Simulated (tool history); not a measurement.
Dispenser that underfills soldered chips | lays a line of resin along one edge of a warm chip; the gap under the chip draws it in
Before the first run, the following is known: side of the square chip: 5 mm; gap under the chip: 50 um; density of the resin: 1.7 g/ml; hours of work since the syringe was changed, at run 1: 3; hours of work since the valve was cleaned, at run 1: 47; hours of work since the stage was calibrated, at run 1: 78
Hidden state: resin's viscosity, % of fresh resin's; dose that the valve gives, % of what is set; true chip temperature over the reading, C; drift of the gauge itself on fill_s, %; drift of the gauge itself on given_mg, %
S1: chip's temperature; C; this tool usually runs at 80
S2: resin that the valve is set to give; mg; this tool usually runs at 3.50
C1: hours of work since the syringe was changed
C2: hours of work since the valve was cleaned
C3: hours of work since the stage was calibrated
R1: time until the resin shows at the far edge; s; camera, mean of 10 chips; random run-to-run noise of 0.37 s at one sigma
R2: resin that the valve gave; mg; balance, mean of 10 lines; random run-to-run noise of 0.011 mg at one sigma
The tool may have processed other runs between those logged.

run,hour,S1,S2,C1,C2,C3,R1,R2
1,0.0,80,3.50,3,47,78,29.0,3.36
2,4.0,80,4.27,6,50,81,37.4,4.04
3,6.8,80,3.50,9,52,83,44.4,3.33
# hour 10.2: dispensing valve cleaned and set on the balance
# hour 12.1: new syringe of resin
4,12.4,80,3.50,0,1,87,21.5,3.51
5,14.8,80,3.55,2,3,89,25.2,3.55
6,17.4,80,4.33,4,5,91,30.1,4.35
7,23.0,80,3.50,8,10,95,43.6,3.47
# hour 27.5: new syringe of resin
8,27.8,80,3.50,0,13,98,21.5,3.48
9,31.7,80,3.50,3,16,101,27.8,3.45
10,34.7,80,3.50,5,18,104,34.1,3.47
11,39.1,80,3.50,9,22,107,45.5,3.45
12,41.8,74,3.50,11,24,109,68.0,3.43
# hour 43.0: new syringe of resin
13,44.8,74,3.50,1,26,111,29.4,3.46
14,49.9,74,3.50,5,30,115,41.6,3.44
15,55.1,84,4.04,9,34,119,42.2,3.94
# hour 58.6: new syringe of resin
16,61.0,84,4.04,2,38,123,20.8,3.94
17,63.4,86,4.04,4,40,125,23.0,3.93
18,68.2,81,3.37,7,44,129,38.1,3.26
19,73.3,81,3.37,11,47,133,53.5,3.25
# hour 74.0: new syringe of resin
20,77.1,81,3.37,2,50,135,25.9,3.25
21,80.0,91,3.62,5,52,138,22.5,3.48
# hour 82.5: dispensing valve cleaned and set on the balance
22,84.8,91,3.62,8,2,141,28.8,3.62
23,89.8,91,3.68,11,6,144,40.3,3.67
# hour 90.5: new syringe of resin
24,93.1,91,3.68,2,8,147,18.0,3.65
25,96.2,82,3.12,4,10,149,30.0,3.09
26,99.4,88,3.17,7,13,151,30.5,3.13

Consider 4 possible next runs. They are alternatives, not a sequence: every one starts from the tool as it was left by run 26. What does each give?
A,103.5,74,4.17,10,16,155,?,?
B,103.5,85,3.61,10,16,155,?,?
C,103.5,81,3.88,10,16,155,?,?
D,103.5,74,4.23,10,16,155,?,?

run,R1,R2
A,61.9,4.12
B,43.6,3.54
C,49.2,3.83
D,63.0,4.16
Take away the tool's hidden state, keep each run's random variation, and the runs would have read:
run,R1,R2
A,25.4,4.18
B,17.7,3.59
C,20.1,3.88
D,25.9,4.21
